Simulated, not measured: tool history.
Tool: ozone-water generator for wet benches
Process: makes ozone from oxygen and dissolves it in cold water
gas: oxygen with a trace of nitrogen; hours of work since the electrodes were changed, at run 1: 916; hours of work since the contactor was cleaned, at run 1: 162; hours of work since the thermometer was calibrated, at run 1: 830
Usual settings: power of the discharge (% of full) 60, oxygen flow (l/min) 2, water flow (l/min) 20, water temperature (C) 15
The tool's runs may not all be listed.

| run | hour | power of the discharge (% of full) | oxygen flow (l/min) | water flow (l/min) | water temperature (C) | hours of work since the electrodes were changed | hours of work since the contactor was cleaned | hours of work since the thermometer was calibrated | dissolved ozone (ppm) | ozone in the gas ahead of the water (g/m3) |
|---|---|---|---|---|---|---|---|---|---|---|
| 1 | 0 | 60 | 2 | 20 | 15 | 916 | 162 | 830 | 13.7 | 222 |
| 2 | 18.7 | 60 | 2 | 20 | 15 | 927 | 173 | 841 | 13.6 | 224.3 |
| 3 | 52.8 | 60 | 2 | 20 | 15 | 948 | 194 | 862 | 13.7 | 222.1 |
| 4 | 88.8 | 60 | 2 | 20 | 15 | 970 | 216 | 884 | 13.7 | 222.7 |
| 5 | 114.8 | 60 | 2 | 20 | 15 | 985 | 232 | 900 | 13.8 | 223.1 |
| 6 | 130.8 | 60 | 2 | 20 | 15 | 995 | 241 | 909 | 13.8 | 220.7 |
| 7 | 148.6 | 60 | 2 | 16 | 15 | 1006 | 252 | 920 | 16.8 | 222.8 |
| 8 | 186.9 | 60 | 2 | 20 | 15 | 1029 | 275 | 943 | 13.6 | 222.6 |
| 9 | 202.5 | 60 | 2.73 | 20 | 15 | 1039 | 285 | 953 | 14.4 | 182.4 |
| 10 | 240.1 | 60 | 2.73 | 20 | 15 | 1061 | 308 | 976 | 14 | 182.1 |
| 11 | 270.6 | 60 | 2.73 | 20 | 15 | 1080 | 326 | 994 | 14.1 | 182.2 |
| 12 | 287.8 | 60 | 2 | 20 | 15 | 1090 | 337 | 1005 | 14 | 222.4 |
| 13 | 323.5 | 60 | 2 | 20 | 15 | 1112 | 358 | 1026 | 13.6 | 221.5 |
| 14 | 351.1 | 60 | 2.04 | 20 | 15 | 1129 | 375 | 1043 | 13.5 | 218.2 |
| 15 | 366.8 | 75 | 2.04 | 20 | 15 | 1138 | 385 | 1053 | 16.5 | 268.1 |
| 16 | 395.2 | 75 | 2.04 | 20 | 15 | 1156 | 402 | 1070 | 16.8 | 265.8 |
| 17 | 432.3 | 75 | 1.56 | 20 | 15 | 1178 | 425 | 1092 | 15.5 | 316.4 |
| 18 | 460.6 | 92 | 3.57 | 20 | 18 | 1195 | 442 | 1110 | 20.3 | 227.4 |
| 19 | 478.9 | 78 | 2 | 20 | 15 | 1207 | 453 | 1121 | 17 | 278.2 |
| 20 | 501 | 78 | 2 | 20 | 15 | 1220 | 466 | 1134 | 17.2 | 280 |
| 21 | 539.4 | 78 | 2 | 20 | 15 | 1243 | 490 | 1158 | 16.9 | 278.3 |
| 22 | 575 | 78 | 2 | 20 | 15 | 1265 | 511 | 1179 | 17.2 | 276.2 |
| 23 | 601.7 | 53 | 2.21 | 13 | 20 | 1281 | 528 | 1195 | 17 | 184.8 |
| 24 | 637.3 | 42 | 2.31 | 22 | 8 | 1303 | 549 | 1217 | 9.7 | 147 |
| 25 | 655.4 | 42 | 2.31 | 22 | 8 | 1314 | 560 | 1228 | 9.8 | 147.5 |
| 26 | 694.1 | 42 | 2.31 | 22 | 8 | 1337 | 584 | 1252 | 9.6 | 148.7 |
| 27 | 715.4 | 60 | 1.13 | 21 | 15 | 1350 | 597 | 1265 | 11.5 | 319.8 |
| 28 | 738.1 | 96 | 1.5 | 32 | 13 | 1364 | 610 | 1278 | 11.9 | 401.2 |
| 29 | 769 | 96 | 1.5 | 32 | 13 | 1383 | 629 | 1297 | 12.1 | 397.9 |

The same runs without the tool's hidden state, with the same run-to-run variation:
The hidden state here: yield of the discharge, % of new electrodes'; contactor's efficiency, % of a clean one's; true water temperature over the reading, C; drift of the gauge itself on ozone_ppm, %; drift of the gauge itself on gas_g_m3, %.
| run | dissolved ozone (ppm) | ozone in the gas ahead of the water (g/m3) |
|---|---|---|
| 1 | 14 | 225 |
| 2 | 13.9 | 227.3 |
| 3 | 14 | 225.1 |
| 4 | 14 | 225.8 |
| 5 | 14.1 | 226.3 |
| 6 | 14.1 | 223.9 |
| 7 | 17.1 | 226 |
| 8 | 13.9 | 225.9 |
| 9 | 14.7 | 185.1 |
| 10 | 14.3 | 184.8 |
| 11 | 14.4 | 185 |
| 12 | 14.3 | 225.9 |
| 13 | 13.9 | 225 |
| 14 | 13.8 | 221.7 |
| 15 | 17 | 273.4 |
| 16 | 17.3 | 271.2 |
| 17 | 16 | 322.8 |
| 18 | 21 | 232.9 |
| 19 | 17.5 | 284.2 |
| 20 | 17.7 | 286.1 |
| 21 | 17.4 | 284.5 |
| 22 | 17.8 | 282.4 |
| 23 | 17.4 | 187.6 |
| 24 | 9.9 | 148.7 |
| 25 | 10 | 149.2 |
| 26 | 9.8 | 150.5 |
| 27 | 11.9 | 325.7 |
| 28 | 12.4 | 412.5 |
| 29 | 12.6 | 409.2 |

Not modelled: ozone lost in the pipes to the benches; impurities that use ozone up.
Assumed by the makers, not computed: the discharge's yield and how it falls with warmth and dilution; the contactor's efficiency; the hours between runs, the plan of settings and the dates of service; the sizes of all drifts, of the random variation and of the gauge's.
